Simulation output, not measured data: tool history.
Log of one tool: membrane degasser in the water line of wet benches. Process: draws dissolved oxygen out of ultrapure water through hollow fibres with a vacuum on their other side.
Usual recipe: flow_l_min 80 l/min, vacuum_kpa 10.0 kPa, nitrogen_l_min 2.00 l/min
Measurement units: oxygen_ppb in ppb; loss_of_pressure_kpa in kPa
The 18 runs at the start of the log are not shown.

run 19 hour=1157.1 | flow_l_min=113 vacuum_kpa=8.2 nitrogen_l_min=4.28 | oxygen_ppb=293.5 loss_of_pressure_kpa=47.32
run 20 hour=1195.9 | flow_l_min=81 vacuum_kpa=9.5 nitrogen_l_min=2.66 | oxygen_ppb=389.2 loss_of_pressure_kpa=34.11
run 21 hour=1271.3 | flow_l_min=66 vacuum_kpa=12.0 nitrogen_l_min=4.67 | oxygen_ppb=281.3 loss_of_pressure_kpa=27.71
run 22 hour=1366.7 | flow_l_min=66 vacuum_kpa=9.3 nitrogen_l_min=1.17 | oxygen_ppb=598.7 loss_of_pressure_kpa=27.63
-- hour=1379.6 gauge calibrated
run 23 hour=1455.3 | flow_l_min=66 vacuum_kpa=9.3 nitrogen_l_min=1.17 | oxygen_ppb=599.5 loss_of_pressure_kpa=27.33
run 24 hour=1496.5 | flow_l_min=66 vacuum_kpa=16.6 nitrogen_l_min=2.16 | oxygen_ppb=790.4 loss_of_pressure_kpa=27.06
run 25 hour=1566.7 | flow_l_min=66 vacuum_kpa=16.6 nitrogen_l_min=1.18 | oxygen_ppb=1233.0 loss_of_pressure_kpa=26.94
run 26 hour=1663.1 | flow_l_min=66 vacuum_kpa=16.6 nitrogen_l_min=1.18 | oxygen_ppb=1226.5 loss_of_pressure_kpa=27.23
run 27 hour=1753.8 | flow_l_min=66 vacuum_kpa=16.6 nitrogen_l_min=1.18 | oxygen_ppb=1229.8 loss_of_pressure_kpa=27.15
run 28 hour=1822.9 | flow_l_min=93 vacuum_kpa=9.7 nitrogen_l_min=2.00 | oxygen_ppb=560.9 loss_of_pressure_kpa=38.20
run 29 hour=1906.7 | flow_l_min=93 vacuum_kpa=9.7 nitrogen_l_min=2.00 | oxygen_ppb=555.0 loss_of_pressure_kpa=38.90
run 30 hour=1995.9 | flow_l_min=61 vacuum_kpa=10.0 nitrogen_l_min=2.00 | oxygen_ppb=416.6 loss_of_pressure_kpa=24.91

Consider 5 possible next runs. They are alternatives, not a sequence: every one starts from the tool as it was left by run 30. What does each give?
run A hour=2035.7 | flow_l_min=93 vacuum_kpa=6.0 nitrogen_l_min=0.89 | oxygen_ppb=? loss_of_pressure_kpa=?
run B hour=2035.7 | flow_l_min=61 vacuum_kpa=6.3 nitrogen_l_min=1.41 | oxygen_ppb=? loss_of_pressure_kpa=?
run C hour=2035.7 | flow_l_min=57 vacuum_kpa=10.0 nitrogen_l_min=2.00 | oxygen_ppb=? loss_of_pressure_kpa=?
run D hour=2035.7 | flow_l_min=75 vacuum_kpa=10.0 nitrogen_l_min=2.00 | oxygen_ppb=? loss_of_pressure_kpa=?
run E hour=2035.7 | flow_l_min=61 vacuum_kpa=7.3 nitrogen_l_min=4.45 | oxygen_ppb=? loss_of_pressure_kpa=?

run=A oxygen_ppb=433.6 loss_of_pressure_kpa=38.50
run=B oxygen_ppb=258.0 loss_of_pressure_kpa=25.40
run=C oxygen_ppb=394.6 loss_of_pressure_kpa=23.67
run=D oxygen_ppb=495.2 loss_of_pressure_kpa=31.01
run=E oxygen_ppb=128.5 loss_of_pressure_kpa=25.21
Stripped of hidden state, with their random variation kept, the same runs would have yielded:
run=A oxygen_ppb=433.4 loss_of_pressure_kpa=37.95
run=B oxygen_ppb=258.0 loss_of_pressure_kpa=25.03
run=C oxygen_ppb=394.5 loss_of_pressure_kpa=23.32
run=D oxygen_ppb=495.2 loss_of_pressure_kpa=30.56
run=E oxygen_ppb=128.5 loss_of_pressure_kpa=24.84
